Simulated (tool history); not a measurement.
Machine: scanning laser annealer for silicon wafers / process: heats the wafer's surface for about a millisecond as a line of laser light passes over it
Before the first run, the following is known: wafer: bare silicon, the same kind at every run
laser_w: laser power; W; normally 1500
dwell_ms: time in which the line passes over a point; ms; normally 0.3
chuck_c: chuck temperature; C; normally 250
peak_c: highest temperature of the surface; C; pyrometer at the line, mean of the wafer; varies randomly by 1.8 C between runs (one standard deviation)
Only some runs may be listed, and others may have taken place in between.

run,hour,laser_w,dwell_ms,chuck_c,peak_c
1,0,1500,0.3,250,975
2,22.9,1500,0.255,250,916
3,51.9,1421,0.255,250,883
4,74.7,1500,0.3,250,975
5,113,1500,0.3,250,974
6,134.5,1500,0.3,250,975
7,172.5,1500,0.3,250,972
8,219.9,1500,0.3,250,971
# hour 254.1: window over the wafer cleaned
9,263.1,1500,0.3,250,974
10,295.6,1500,0.3,250,974
11,335.8,1500,0.306,250,981
12,362.5,1500,0.306,250,982
13,400,1500,0.3,250,974
14,430.4,1500,0.3,255,981
15,457.3,1500,0.3,255,981
16,499.5,1500,0.3,255,978
17,535.1,1500,0.3,255,980
18,572.8,1500,0.3,255,978
19,608.1,1500,0.3,285,1006
20,642.1,1500,0.3,244,966
21,689.1,1500,0.375,250,1067
22,718.2,1500,0.375,250,1065
23,745,1407,0.233,229,823
24,783.5,1615,0.3,265,1045
25,811.4,1516,0.252,235,904
26,834.5,1378,0.344,237,949
27,861.6,1378,0.221,211,776
28,911.1,1495,0.23,250,879
29,941.3,1305,0.3,250,876
30,983.7,1305,0.301,238,868
# hour 995.4: window over the wafer cleaned
31,1017.9,1500,0.285,248,953
32,1047.7,1403,0.285,231,888
33,1096.3,1325,0.336,250,925
34,1133.1,1325,0.292,256,888
35,1171.8,1558,0.3,289,1041
36,1217.7,1500,0.293,250,966
37,1255.2,1500,0.293,250,964
38,1295.8,1288,0.363,268,954
39,1318.5,1288,0.363,268,951
40,1344.7,1456,0.3,260,963

Alternative continuations, all from the tool just after run 40; predict every row:
A,1389.6,1456,0.272,260,?
B,1389.6,1591,0.243,260,?
C,1389.6,1500,0.3,229,?
D,1389.6,1560,0.221,230,?
E,1389.6,1513,0.3,250,?

run,peak_c
A,927
B,950
C,955
D,874
E,981
With no hidden state in the tool, these same runs would have given:
run,peak_c
A,927
B,951
C,956
D,874
E,981
